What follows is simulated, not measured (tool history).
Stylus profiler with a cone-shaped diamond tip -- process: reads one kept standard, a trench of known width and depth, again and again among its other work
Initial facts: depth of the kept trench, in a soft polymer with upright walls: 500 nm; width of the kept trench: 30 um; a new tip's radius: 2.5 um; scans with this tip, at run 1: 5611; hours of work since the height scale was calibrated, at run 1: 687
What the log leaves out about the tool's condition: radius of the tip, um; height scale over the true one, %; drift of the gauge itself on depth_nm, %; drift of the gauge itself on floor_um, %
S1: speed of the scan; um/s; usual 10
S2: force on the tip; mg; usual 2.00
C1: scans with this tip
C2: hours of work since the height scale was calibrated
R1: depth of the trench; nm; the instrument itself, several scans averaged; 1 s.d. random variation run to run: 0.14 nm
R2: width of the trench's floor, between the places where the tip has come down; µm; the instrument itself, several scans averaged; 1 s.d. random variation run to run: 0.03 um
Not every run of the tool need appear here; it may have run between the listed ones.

run	hour	S1	S2	C1	C2	R1	R2
1	0.0	10	2.00	5611	687	505.64	26.39
2	28.2	7	2.00	5751	704	505.67	26.37
3	61.8	7	2.00	5919	725	505.61	26.33
4	99.2	7	2.00	6105	748	505.89	26.33
5	126.7	7	2.00	6242	764	505.93	26.26
6	161.9	10	2.25	6417	786	506.14	26.30
7	204.3	10	4.56	6628	812	508.80	26.28
8	243.7	10	2.00	6825	836	506.03	26.25
9	276.1	10	0.70	6985	855	503.46	26.14
10	302.7	10	1.37	7118	872	504.97	26.16
11	325.5	10	1.37	7232	886	505.24	26.20
12	353.5	13	1.37	7371	903	505.16	26.17
13	385.7	4	1.37	7531	922	505.26	26.20
14	409.5	11	0.94	7650	937	504.56	26.15
15	429.8	20	1.17	7751	949	505.07	26.07
16	473.5	20	1.17	7968	976	505.14	26.01
17	507.7	20	1.17	8138	997	504.90	26.08
18	528.0	20	1.17	8240	1009	504.93	26.01
19	550.2	10	0.81	8350	1023	504.49	26.04
20	571.1	28	1.58	8455	1035	505.84	25.98
21	595.0	28	0.87	8573	1050	504.75	25.89
22	619.6	28	0.87	8696	1065	504.65	25.88

Forecast run 23:
23	657.5	8	2.92	8884	1088	?	?

{"run 23": {"R1": 507.79, "R2": 26.03}}
On a tool with no hidden condition, and with the same random variation, this run would have come out at R1 505.50 nm, R2 26.91 µm.
